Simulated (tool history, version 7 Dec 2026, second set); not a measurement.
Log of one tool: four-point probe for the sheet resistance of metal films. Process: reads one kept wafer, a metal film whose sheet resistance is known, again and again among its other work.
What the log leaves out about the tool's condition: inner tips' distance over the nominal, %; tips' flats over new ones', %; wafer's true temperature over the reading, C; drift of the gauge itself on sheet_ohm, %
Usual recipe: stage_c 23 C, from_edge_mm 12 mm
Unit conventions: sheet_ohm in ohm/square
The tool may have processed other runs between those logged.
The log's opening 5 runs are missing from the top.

run,hour,stage_c,from_edge_mm,touches since the probe head was changed,hours of work since the stage's thermometer was calibrated,sheet_ohm
6,142.9,23,5,5898,966,0.151605
7,178.1,23,5,6536,993,0.151563
8,198.5,23,5,6906,1009,0.151596
9,241.8,23,5,7690,1043,0.151679
10,261.2,28,12,8041,1058,0.150686
11,305.2,28,12,8839,1093,0.150602
12,350.7,23,12,9664,1129,0.150924
# hour 354.9: stage's thermometer calibrated
13,378.6,23,12,10160,19,0.151062
14,401.7,23,22,10580,37,0.151012
15,425.1,23,22,11003,55,0.150965
16,444.6,28,59,11357,70,0.150625
# hour 483.7: stage's thermometer calibrated, once more
17,487.1,28,59,12118,3,0.150244
18,518.8,34,8,12692,28,0.15022
19,564.4,26,6,13519,63,0.150923
20,593.9,32,13,14054,87,0.150167
21,629.7,27,74,14703,115,0.150276
22,673.1,31,8,15488,149,0.150319
23,716.9,30,22,16283,183,0.150185
24,754.1,20,22,16956,212,0.150743
25,779.7,34,12,17421,232,0.150044
26,803.6,34,12,17853,251,0.15005
27,827.9,19,12,18293,270,0.150924
28,854.4,19,17,18775,291,0.150874
29,890.4,24,11,19426,319,0.150673
30,936.1,18,25,20255,355,0.150897

5 ways to go on from here, each from the tool as it stands after run 30. What would each give?
A,960.5,26,12,20697,374,?
B,960.5,18,5,20697,374,?
C,960.5,26,19,20697,374,?
D,960.5,26,20,20697,374,?
E,960.5,23,64,20697,374,?

run,sheet_ohm
A,0.150474
B,0.151697
C,0.150425
D,0.150389
E,0.150527
With the hidden condition removed and each run's random variation left untouched, the same runs would have given:
run,sheet_ohm
A,0.150422
B,0.151643
C,0.150372
D,0.150336
E,0.150474
